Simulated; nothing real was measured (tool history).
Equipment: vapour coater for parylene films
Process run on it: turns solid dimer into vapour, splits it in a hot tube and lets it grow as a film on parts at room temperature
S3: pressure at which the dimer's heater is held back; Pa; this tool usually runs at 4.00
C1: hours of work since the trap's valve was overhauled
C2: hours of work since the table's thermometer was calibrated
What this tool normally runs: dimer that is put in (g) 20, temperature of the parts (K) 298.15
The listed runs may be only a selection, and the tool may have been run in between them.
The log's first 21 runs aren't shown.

run 22 day=13.862 | dimer_that_is_put_in_(g)=20 temperature_of_the_parts_(K)=298.15 S3=4.00 | C1=119 C2=342 | thickness_of_the_film_(um)=12.71
run 23 day=14.771 | dimer_that_is_put_in_(g)=20 temperature_of_the_parts_(K)=298.15 S3=4.00 | C1=135 C2=358 | thickness_of_the_film_(um)=12.54
run 24 day=15.529 | dimer_that_is_put_in_(g)=20 temperature_of_the_parts_(K)=298.15 S3=4.00 | C1=149 C2=372 | thickness_of_the_film_(um)=12.29
run 25 day=16.508 | dimer_that_is_put_in_(g)=14 temperature_of_the_parts_(K)=298.15 S3=3.99 | C1=166 C2=389 | thickness_of_the_film_(um)=8.69
run 26 day=16.988 | dimer_that_is_put_in_(g)=22 temperature_of_the_parts_(K)=298.15 S3=2.01 | C1=175 C2=397 | thickness_of_the_film_(um)=15.10
run 27 day=17.504 | dimer_that_is_put_in_(g)=20 temperature_of_the_parts_(K)=301.15 S3=4.00 | C1=184 C2=407 | thickness_of_the_film_(um)=10.87
run 28 day=18.058 | dimer_that_is_put_in_(g)=35 temperature_of_the_parts_(K)=294.15 S3=4.00 | C1=193 C2=416 | thickness_of_the_film_(um)=24.65
run 29 day=18.646 | dimer_that_is_put_in_(g)=12 temperature_of_the_parts_(K)=304.15 S3=9.86 | C1=204 C2=427 | thickness_of_the_film_(um)=5.04
run 30 day=19.062 | dimer_that_is_put_in_(g)=15 temperature_of_the_parts_(K)=306.15 S3=9.86 | C1=211 C2=434 | thickness_of_the_film_(um)=5.80
run 31 day=19.879 | dimer_that_is_put_in_(g)=35 temperature_of_the_parts_(K)=298.15 S3=2.02 | C1=226 C2=449 | thickness_of_the_film_(um)=23.89
run 32 day=20.733 | dimer_that_is_put_in_(g)=20 temperature_of_the_parts_(K)=298.15 S3=4.00 | C1=241 C2=464 | thickness_of_the_film_(um)=12.19
run 33 day=21.421 | dimer_that_is_put_in_(g)=20 temperature_of_the_parts_(K)=303.15 S3=4.00 | C1=253 C2=476 | thickness_of_the_film_(um)=9.99
run 34 day=22.088 | dimer_that_is_put_in_(g)=20 temperature_of_the_parts_(K)=303.15 S3=2.88 | C1=265 C2=488 | thickness_of_the_film_(um)=10.65
run 35 day=22.488 | dimer_that_is_put_in_(g)=20 temperature_of_the_parts_(K)=303.15 S3=2.88 | C1=272 C2=495 | thickness_of_the_film_(um)=10.65
run 36 day=23.054 | dimer_that_is_put_in_(g)=20 temperature_of_the_parts_(K)=298.15 S3=2.32 | C1=282 C2=505 | thickness_of_the_film_(um)=12.89
run 37 day=24.025 | dimer_that_is_put_in_(g)=20 temperature_of_the_parts_(K)=298.15 S3=2.32 | C1=299 C2=522 | thickness_of_the_film_(um)=12.88
run 38 day=24.438 | dimer_that_is_put_in_(g)=20 temperature_of_the_parts_(K)=301.15 S3=4.00 | C1=306 C2=529 | thickness_of_the_film_(um)=10.62
run 39 day=24.938 | dimer_that_is_put_in_(g)=26 temperature_of_the_parts_(K)=298.15 S3=8.90 | C1=315 C2=538 | thickness_of_the_film_(um)=13.37
run 40 day=25.604 | dimer_that_is_put_in_(g)=20 temperature_of_the_parts_(K)=298.15 S3=10.43 | C1=327 C2=550 | thickness_of_the_film_(um)=10.19

Expected results for the next run?
run 41 day=26.267 | dimer_that_is_put_in_(g)=20 temperature_of_the_parts_(K)=294.15 S3=11.59 | C1=338 C2=561 | thickness_of_the_film_(um)=?

thickness of the film (um): 11.30
Were there no unlogged condition in the tool, this run, its random variation unchanged, would have produced thickness of the film (um) 12.57.
